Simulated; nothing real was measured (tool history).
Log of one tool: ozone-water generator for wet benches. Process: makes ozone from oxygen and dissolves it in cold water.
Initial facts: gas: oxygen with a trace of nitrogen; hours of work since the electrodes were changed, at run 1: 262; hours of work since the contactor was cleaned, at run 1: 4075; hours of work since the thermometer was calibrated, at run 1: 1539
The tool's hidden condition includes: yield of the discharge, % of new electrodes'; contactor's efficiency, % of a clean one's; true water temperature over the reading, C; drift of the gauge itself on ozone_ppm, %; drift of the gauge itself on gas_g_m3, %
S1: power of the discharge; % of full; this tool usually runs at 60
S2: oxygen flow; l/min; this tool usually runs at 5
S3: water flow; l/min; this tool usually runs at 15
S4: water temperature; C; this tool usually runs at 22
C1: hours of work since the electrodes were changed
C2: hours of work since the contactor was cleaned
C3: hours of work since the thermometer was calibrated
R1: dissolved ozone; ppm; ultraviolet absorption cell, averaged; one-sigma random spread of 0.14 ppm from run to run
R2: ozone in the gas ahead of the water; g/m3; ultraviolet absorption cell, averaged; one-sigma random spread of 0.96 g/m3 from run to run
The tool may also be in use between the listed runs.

run 1 day=0 | S1=60 S2=5 S3=15 S4=22 | C1=262 C2=4075 C3=1539 | R1=16 R2=161.6
run 2 day=0.538 | S1=60 S2=5 S3=15 S4=22 | C1=273 C2=4086 C3=1550 | R1=16 R2=161.6
run 3 day=1.125 | S1=60 S2=5 S3=19 S4=22 | C1=285 C2=4098 C3=1562 | R1=13 R2=162.6
run 4 day=1.938 | S1=60 S2=7.5 S3=19 S4=22 | C1=301 C2=4114 C3=1578 | R1=13.8 R2=143.2
run 5 day=2.538 | S1=60 S2=7.5 S3=19 S4=22 | C1=313 C2=4126 C3=1590 | R1=13.8 R2=141.6
run 6 day=3.404 | S1=60 S2=7.5 S3=19 S4=22 | C1=331 C2=4143 C3=1608 | R1=13.8 R2=143.3
run 7 day=4.146 | S1=60 S2=5 S3=15 S4=22 | C1=346 C2=4158 C3=1623 | R1=15.9 R2=160.2
run 8 day=5.079 | S1=60 S2=5 S3=15 S4=22 | C1=365 C2=4177 C3=1642 | R1=16.1 R2=159.9
run 9 day=5.717 | S1=83 S2=5 S3=15 S4=22 | C1=378 C2=4190 C3=1654 | R1=21 R2=213
run 10 day=6.621 | S1=83 S2=5 S3=15 S4=22 | C1=396 C2=4208 C3=1673 | R1=20.7 R2=211.8
run 11 day=7.396 | S1=60 S2=5 S3=15 S4=22 | C1=411 C2=4224 C3=1688 | R1=16 R2=161.4
run 12 day=8.675 | S1=60 S2=5 S3=15 S4=22 | C1=437 C2=4250 C3=1714 | R1=15.8 R2=160.7
run 13 day=9.883 | S1=60 S2=5 S3=15 S4=25 | C1=462 C2=4274 C3=1738 | R1=15 R2=161.8
run 14 day=10.85 | S1=60 S2=2.62 S3=15 S4=27 | C1=481 C2=4294 C3=1758 | R1=13 R2=197.9
run 15 day=11.708 | S1=60 S2=2.62 S3=15 S4=27 | C1=498 C2=4311 C3=1775 | R1=12.9 R2=198.2
run 16 day=12.288 | S1=85 S2=2.62 S3=11 S4=20 | C1=510 C2=4323 C3=1787 | R1=25.4 R2=266.9
run 17 day=13.05 | S1=76 S2=6.79 S3=15 S4=15 | C1=525 C2=4338 C3=1802 | R1=22.9 R2=177.9
run 18 day=14.142 | S1=60 S2=5 S3=15 S4=27 | C1=547 C2=4360 C3=1824 | R1=14.2 R2=162.5
run 19 day=15.454 | S1=42 S2=5 S3=16 S4=27 | C1=574 C2=4386 C3=1851 | R1=10 R2=117.7
run 20 day=16.608 | S1=42 S2=5 S3=16 S4=27 | C1=597 C2=4410 C3=1874 | R1=10.2 R2=120.3
run 21 day=17.567 | S1=42 S2=5 S3=16 S4=27 | C1=616 C2=4429 C3=1893 | R1=10.1 R2=119.3
run 22 day=18.338 | S1=42 S2=8.77 S3=16 S4=21 | C1=632 C2=4445 C3=1909 | R1=11.9 R2=98.3
run 23 day=19.492 | S1=60 S2=4.97 S3=13 S4=22 | C1=655 C2=4468 C3=1932 | R1=17.9 R2=160.8
run 24 day=20.262 | S1=60 S2=5 S3=11 S4=19 | C1=671 C2=4484 C3=1948 | R1=21.1 R2=158.7
run 25 day=21.304 | S1=60 S2=5 S3=11 S4=19 | C1=692 C2=4504 C3=1969 | R1=21.4 R2=158.7

Predict each of these 3 candidate next runs independently; none follows another, all start after run 25:
run A day=21.988 | S1=70 S2=2.72 S3=9 S4=22 | C1=706 C2=4518 C3=1983 | R1=? R2=?
run B day=21.988 | S1=60 S2=5 S3=14 S4=29 | C1=706 C2=4518 C3=1983 | R1=? R2=?
run C day=21.988 | S1=60 S2=6.57 S3=15 S4=22 | C1=706 C2=4518 C3=1983 | R1=? R2=?

run=A R1=24.6 R2=221.1
run=B R1=14.4 R2=160.8
run=C R1=16.3 R2=147.2
Without the tool's unlogged condition, the same runs would have read:
run=A R1=26.1 R2=226.1
run=B R1=15.3 R2=163.9
run=C R1=17.4 R2=150.1

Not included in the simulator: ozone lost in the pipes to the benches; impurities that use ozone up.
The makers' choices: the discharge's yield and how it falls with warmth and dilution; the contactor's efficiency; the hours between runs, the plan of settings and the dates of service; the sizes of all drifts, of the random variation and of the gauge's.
